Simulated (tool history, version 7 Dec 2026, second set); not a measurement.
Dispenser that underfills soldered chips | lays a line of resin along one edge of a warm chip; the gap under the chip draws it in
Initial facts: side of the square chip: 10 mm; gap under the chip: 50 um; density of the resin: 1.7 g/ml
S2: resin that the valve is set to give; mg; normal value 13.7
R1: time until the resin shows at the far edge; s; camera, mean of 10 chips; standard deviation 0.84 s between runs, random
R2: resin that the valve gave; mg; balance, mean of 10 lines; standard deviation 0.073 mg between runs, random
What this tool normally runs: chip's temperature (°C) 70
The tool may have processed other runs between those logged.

run 1 day=0 | chip's_temperature_(°C)=70 S2=13.7 | R1=87.7 R2=12.9
-- day=0.283 new syringe of resin
run 2 day=0.504 | chip's_temperature_(°C)=70 S2=12.6 | R1=91.1 R2=11.83
-- day=0.733 new syringe of resin
run 3 day=0.958 | chip's_temperature_(°C)=70 S2=16.3 | R1=92.5 R2=15.16
-- day=1.171 new syringe of resin
-- day=1.625 new syringe of resin
run 4 day=1.625 | chip's_temperature_(°C)=70 S2=12 | R1=79.6 R2=11.05
-- day=2.092 new syringe of resin
run 5 day=2.142 | chip's_temperature_(°C)=70 S2=12 | R1=80.9 R2=11.16
-- day=2.438 dispensing valve cleaned and set on the balance
-- day=2.558 new syringe of resin
run 6 day=2.767 | chip's_temperature_(°C)=70 S2=12 | R1=94 R2=11.88
-- day=2.975 new syringe of resin
run 7 day=3.217 | chip's_temperature_(°C)=70 S2=12 | R1=94.4 R2=11.88
-- day=3.425 new syringe of resin
-- day=3.862 new syringe of resin
run 8 day=3.933 | chip's_temperature_(°C)=70 S2=12 | R1=83.8 R2=11.74
-- day=4.283 new syringe of resin
run 9 day=4.529 | chip's_temperature_(°C)=70 S2=12 | R1=95.9 R2=11.72
-- day=4.725 new syringe of resin
run 10 day=4.975 | chip's_temperature_(°C)=62 S2=13.7 | R1=128.8 R2=13.31
-- day=5.146 new syringe of resin
run 11 day=5.417 | chip's_temperature_(°C)=62 S2=13.7 | R1=131.9 R2=13.33
-- day=5.608 new syringe of resin
-- day=6.067 new syringe of resin
run 12 day=6.112 | chip's_temperature_(°C)=70 S2=13.7 | R1=79.8 R2=13.17
run 13 day=6.425 | chip's_temperature_(°C)=62 S2=12.1 | R1=143.8 R2=11.65
-- day=6.538 new syringe of resin
-- day=6.971 new syringe of resin
run 14 day=7.154 | chip's_temperature_(°C)=72 S2=14.9 | R1=81.1 R2=14.12
-- day=7.438 new syringe of resin
run 15 day=7.538 | chip's_temperature_(°C)=60 S2=16.3 | R1=121.9 R2=15.43
-- day=7.871 new syringe of resin
run 16 day=8.012 | chip's_temperature_(°C)=65 S2=15.9 | R1=103.5 R2=14.96
-- day=8.296 new syringe of resin
run 17 day=8.504 | chip's_temperature_(°C)=70 S2=16 | R1=90.7 R2=15.03
-- day=8.712 new syringe of resin
run 18 day=8.917 | chip's_temperature_(°C)=70 S2=16 | R1=89 R2=14.98
-- day=9.15 new syringe of resin
run 19 day=9.246 | chip's_temperature_(°C)=61 S2=13.8 | R1=120.9 R2=12.91
-- day=9.608 new syringe of resin
run 20 day=9.958 | chip's_temperature_(°C)=61 S2=13.8 | R1=148.9 R2=12.72
-- day=10.083 new syringe of resin
-- day=10.5 new syringe of resin
run 21 day=10.571 | chip's_temperature_(°C)=83 S2=15.6 | R1=49.7 R2=14.37

Run 22 has not been measured yet. What should we expect?
-- day=10.717 dispensing valve cleaned and set on the balance
-- day=10.971 new syringe of resin
run 22 day=11.171 | chip's_temperature_(°C)=83 S2=13.9 | R1=? R2=?

R1: 54.6 s
R2: 13.79 mg
With no hidden state in the tool, this same run would have given R1 48.1 s, R2 13.85 mg.

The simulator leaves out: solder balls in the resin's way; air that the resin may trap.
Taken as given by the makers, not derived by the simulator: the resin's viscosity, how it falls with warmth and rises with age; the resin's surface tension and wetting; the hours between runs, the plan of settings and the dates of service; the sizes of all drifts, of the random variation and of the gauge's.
